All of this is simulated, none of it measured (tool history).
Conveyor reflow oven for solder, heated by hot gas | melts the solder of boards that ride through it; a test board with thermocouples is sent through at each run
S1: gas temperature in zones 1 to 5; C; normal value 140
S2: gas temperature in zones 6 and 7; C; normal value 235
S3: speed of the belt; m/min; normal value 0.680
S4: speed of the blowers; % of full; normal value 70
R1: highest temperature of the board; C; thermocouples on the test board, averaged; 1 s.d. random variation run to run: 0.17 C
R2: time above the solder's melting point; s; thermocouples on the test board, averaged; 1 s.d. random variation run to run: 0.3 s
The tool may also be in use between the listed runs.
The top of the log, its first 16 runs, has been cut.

-- hour=476.6 flux residue cleaned out of gas plates and filters, once more
run 17 hour=488.5 | S1=140 S2=235 S3=0.540 S4=70 | R1=224.5 R2=66.7
run 18 hour=526.6 | S1=140 S2=235 S3=0.816 S4=90 | R1=218.0 R2=40.8
run 19 hour=550.8 | S1=151 S2=235 S3=0.654 S4=70 | R1=221.3 R2=56.4
run 20 hour=591.3 | S1=151 S2=235 S3=0.654 S4=70 | R1=221.1 R2=56.4
run 21 hour=632.4 | S1=125 S2=234 S3=0.680 S4=70 | R1=213.8 R2=42.0
run 22 hour=673.1 | S1=140 S2=235 S3=0.627 S4=70 | R1=220.2 R2=54.4
run 23 hour=691.7 | S1=152 S2=235 S3=0.569 S4=70 | R1=224.6 R2=68.1
run 24 hour=719.3 | S1=152 S2=235 S3=0.569 S4=70 | R1=224.7 R2=67.9
run 25 hour=758.5 | S1=152 S2=235 S3=0.569 S4=70 | R1=224.5 R2=67.9
run 26 hour=803.8 | S1=152 S2=235 S3=0.569 S4=70 | R1=224.7 R2=68.1
run 27 hour=822.2 | S1=152 S2=235 S3=0.569 S4=70 | R1=224.7 R2=67.9
-- hour=833.4 flux residue cleaned out of gas plates and filters
-- hour=854.1 thermocouples of zones 6 and 7 changed
run 28 hour=874.3 | S1=152 S2=235 S3=0.569 S4=70 | R1=224.0 R2=67.3
run 29 hour=915.4 | S1=154 S2=235 S3=0.569 S4=79 | R1=226.5 R2=69.7
run 30 hour=958.2 | S1=154 S2=235 S3=0.569 S4=79 | R1=226.3 R2=70.2

Alternative continuations, all from the tool just after run 30; predict every row:
run A hour=991.0 | S1=154 S2=239 S3=0.692 S4=53 | R1=? R2=?
run B hour=991.0 | S1=154 S2=235 S3=0.569 S4=55 | R1=? R2=?
run C hour=991.0 | S1=143 S2=244 S3=0.680 S4=78 | R1=? R2=?
run D hour=991.0 | S1=144 S2=235 S3=0.547 S4=79 | R1=? R2=?
run E hour=991.0 | S1=134 S2=225 S3=0.782 S4=70 | R1=? R2=?

run=A R1=215.5 R2=50.1
run=B R1=219.7 R2=65.8
run=C R1=227.7 R2=55.6
run=D R1=226.2 R2=69.4
run=E R1=203.2 R2=29.7
Without the tool's unlogged condition, the same runs would have read:
run=A R1=214.2 R2=47.0
run=B R1=218.7 R2=62.3
run=C R1=226.7 R2=52.8
run=D R1=225.4 R2=66.1
run=E R1=202.1 R2=27.3

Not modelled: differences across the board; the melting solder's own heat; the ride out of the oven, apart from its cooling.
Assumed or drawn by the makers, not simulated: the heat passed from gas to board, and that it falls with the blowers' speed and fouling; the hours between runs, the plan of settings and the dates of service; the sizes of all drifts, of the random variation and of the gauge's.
